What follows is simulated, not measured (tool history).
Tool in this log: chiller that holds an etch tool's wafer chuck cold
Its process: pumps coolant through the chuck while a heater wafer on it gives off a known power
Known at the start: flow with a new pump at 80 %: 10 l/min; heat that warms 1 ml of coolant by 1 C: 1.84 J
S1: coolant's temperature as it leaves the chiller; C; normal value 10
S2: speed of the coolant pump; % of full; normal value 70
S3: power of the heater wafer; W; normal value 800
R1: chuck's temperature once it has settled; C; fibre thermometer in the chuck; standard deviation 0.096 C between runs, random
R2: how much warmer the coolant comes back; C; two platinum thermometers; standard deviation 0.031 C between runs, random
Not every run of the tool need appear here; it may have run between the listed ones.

run	day	S1	S2	S3	R1	R2
1	0.000	10	70	800	15.61	2.97
2	1.246	10	78	800	15.23	2.64
3	2.879	10	78	800	15.22	2.73
4	4.983	10	78	800	15.24	2.65
5	6.758	10	78	800	15.35	2.68
6	8.421	10	78	800	15.44	2.73
7	9.700	10	86	800	15.13	2.49
8	11.662	10	86	800	14.97	2.38
9	13.704	10	86	800	15.02	2.40
10	15.283	10	70	800	15.55	3.01
11	16.404	1	70	800	6.83	3.00
12	18.371	17	90	698	21.22	2.00
13	20.312	17	70	1074	24.67	4.04
14	21.812	17	70	1074	24.72	4.03
15	23.354	4	72	1177	12.27	4.25
16	25.375	13	82	800	18.40	2.50
17	26.279	14	89	1035	20.38	3.00
18	27.496	10	95	800	14.86	2.18

What will run 19 give?
19	29.358	15	71	429	?	?

{"run 19": {"R1": 18.19, "R2": 1.6}}
With no hidden state in the tool, this same run would have given R1 17.95 C, R2 1.60 C.

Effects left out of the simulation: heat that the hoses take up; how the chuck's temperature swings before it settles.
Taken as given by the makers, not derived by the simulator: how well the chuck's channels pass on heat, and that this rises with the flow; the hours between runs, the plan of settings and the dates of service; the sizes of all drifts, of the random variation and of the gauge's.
